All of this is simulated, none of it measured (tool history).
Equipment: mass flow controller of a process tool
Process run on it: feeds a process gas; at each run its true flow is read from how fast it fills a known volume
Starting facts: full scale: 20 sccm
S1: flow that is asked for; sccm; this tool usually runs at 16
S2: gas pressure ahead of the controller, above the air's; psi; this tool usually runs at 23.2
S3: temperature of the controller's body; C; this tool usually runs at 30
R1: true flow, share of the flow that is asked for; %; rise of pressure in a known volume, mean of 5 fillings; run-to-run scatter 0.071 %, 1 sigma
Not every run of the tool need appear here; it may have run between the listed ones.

{"run": 1, "hour": 0.0, "S1": 16, "S2": 23.2, "S3": 30, "R1": 99.35}
{"run": 2, "hour": 112.3, "S1": 16, "S2": 23.2, "S3": 30, "R1": 99.52}
{"run": 3, "hour": 230.0, "S1": 4, "S2": 23.2, "S3": 30, "R1": 98.83}
{"run": 4, "hour": 464.2, "S1": 4, "S2": 23.2, "S3": 30, "R1": 98.72}
{"run": 5, "hour": 613.3, "S1": 4, "S2": 23.2, "S3": 30, "R1": 98.82}
{"run": 6, "hour": 813.7, "S1": 4, "S2": 23.2, "S3": 30, "R1": 98.75}
{"run": 7, "hour": 1047.3, "S1": 4, "S2": 23.2, "S3": 30, "R1": 98.65}
{"run": 8, "hour": 1294.1, "S1": 16, "S2": 23.2, "S3": 30, "R1": 99.34}
{"run": 9, "hour": 1559.9, "S1": 16, "S2": 23.2, "S3": 30, "R1": 99.5}
{"run": 10, "hour": 1794.2, "S1": 16, "S2": 23.2, "S3": 30, "R1": 99.58}
{"run": 11, "hour": 2054.1, "S1": 4, "S2": 23.2, "S3": 30, "R1": 98.72}
{"run": 12, "hour": 2320.5, "S1": 4, "S2": 23.2, "S3": 31, "R1": 98.76}
{"run": 13, "hour": 2520.2, "S1": 4, "S2": 23.2, "S3": 31, "R1": 98.66}
{"run": 14, "hour": 2654.6, "S1": 2, "S2": 23.2, "S3": 30, "R1": 98.52}
{"run": 15, "hour": 2785.5, "S1": 16, "S2": 23.2, "S3": 30, "R1": 99.36}
{"run": 16, "hour": 2942.7, "S1": 16, "S2": 23.2, "S3": 30, "R1": 99.42}
{"run": 17, "hour": 3185.5, "S1": 16, "S2": 23.2, "S3": 26, "R1": 99.87}
{"run": 18, "hour": 3382.7, "S1": 16, "S2": 23.2, "S3": 26, "R1": 99.95}
{"run": 19, "hour": 3638.0, "S1": 16, "S2": 23.2, "S3": 26, "R1": 99.92}
{"run": 20, "hour": 3793.0, "S1": 16, "S2": 23.2, "S3": 26, "R1": 99.94}
{"run": 21, "hour": 4029.0, "S1": 16, "S2": 23.2, "S3": 30, "R1": 99.45}
{"run": 22, "hour": 4292.6, "S1": 16, "S2": 23.2, "S3": 30, "R1": 99.44}
{"run": 23, "hour": 4541.7, "S1": 16, "S2": 23.2, "S3": 22, "R1": 100.47}
{"run": 24, "hour": 4688.0, "S1": 16, "S2": 39.7, "S3": 22, "R1": 99.71}
{"run": 25, "hour": 4950.2, "S1": 2, "S2": 32.1, "S3": 24, "R1": 99.02}
{"run": 26, "hour": 5187.8, "S1": 4, "S2": 21.6, "S3": 22, "R1": 99.83}
{"run": 27, "hour": 5405.2, "S1": 3, "S2": 38.7, "S3": 30, "R1": 98.1}
{"run": 28, "hour": 5610.6, "S1": 3, "S2": 20.9, "S3": 27, "R1": 99.26}
{"run": 29, "hour": 5783.8, "S1": 3, "S2": 20.9, "S3": 27, "R1": 99.21}
{"run": 30, "hour": 5905.1, "S1": 16, "S2": 38.4, "S3": 29, "R1": 99.04}
{"run": 31, "hour": 6089.0, "S1": 16, "S2": 38.4, "S3": 29, "R1": 98.83}
{"run": 32, "hour": 6332.0, "S1": 10, "S2": 24.7, "S3": 39, "R1": 98.05}
{"run": 33, "hour": 6511.1, "S1": 16, "S2": 23.2, "S3": 30, "R1": 99.35}
{"run": 34, "hour": 6713.4, "S1": 9, "S2": 23.2, "S3": 27, "R1": 99.5}
{"hour": 6868.8, "done": "controller's zero set anew"}
{"run": 35, "hour": 6931.9, "S1": 9, "S2": 23.2, "S3": 27, "R1": 99.42}
{"run": 36, "hour": 7117.1, "S1": 9, "S2": 23.2, "S3": 27, "R1": 99.23}
{"run": 37, "hour": 7389.4, "S1": 9, "S2": 32.9, "S3": 27, "R1": 98.98}
{"run": 38, "hour": 7507.9, "S1": 9, "S2": 32.9, "S3": 27, "R1": 98.94}
{"run": 39, "hour": 7736.2, "S1": 4, "S2": 27.3, "S3": 30, "R1": 98.58}
{"run": 40, "hour": 7998.3, "S1": 2, "S2": 33.2, "S3": 30, "R1": 98.15}
{"run": 41, "hour": 8244.8, "S1": 8, "S2": 39.3, "S3": 34, "R1": 97.73}
{"run": 42, "hour": 8428.6, "S1": 19, "S2": 39.3, "S3": 34, "R1": 98.46}
{"run": 43, "hour": 8637.2, "S1": 19, "S2": 39.3, "S3": 34, "R1": 98.42}
{"run": 44, "hour": 8813.0, "S1": 2, "S2": 31.9, "S3": 36, "R1": 97.54}

Branching from run 44: 3 alternative next runs. What would each branch give?
{"run": "A", "hour": 9085.0, "S1": 16, "S2": 26.5, "S3": 30, "R1": "?"}
{"run": "B", "hour": 9085.0, "S1": 2, "S2": 31.9, "S3": 24, "R1": "?"}
{"run": "C", "hour": 9085.0, "S1": 16, "S2": 24.7, "S3": 30, "R1": "?"}

run=A R1=99.31
run=B R1=98.95
run=C R1=99.43
Had the tool no hidden state, the same runs would have come out as:
run=A R1=99.31
run=B R1=98.97
run=C R1=99.44

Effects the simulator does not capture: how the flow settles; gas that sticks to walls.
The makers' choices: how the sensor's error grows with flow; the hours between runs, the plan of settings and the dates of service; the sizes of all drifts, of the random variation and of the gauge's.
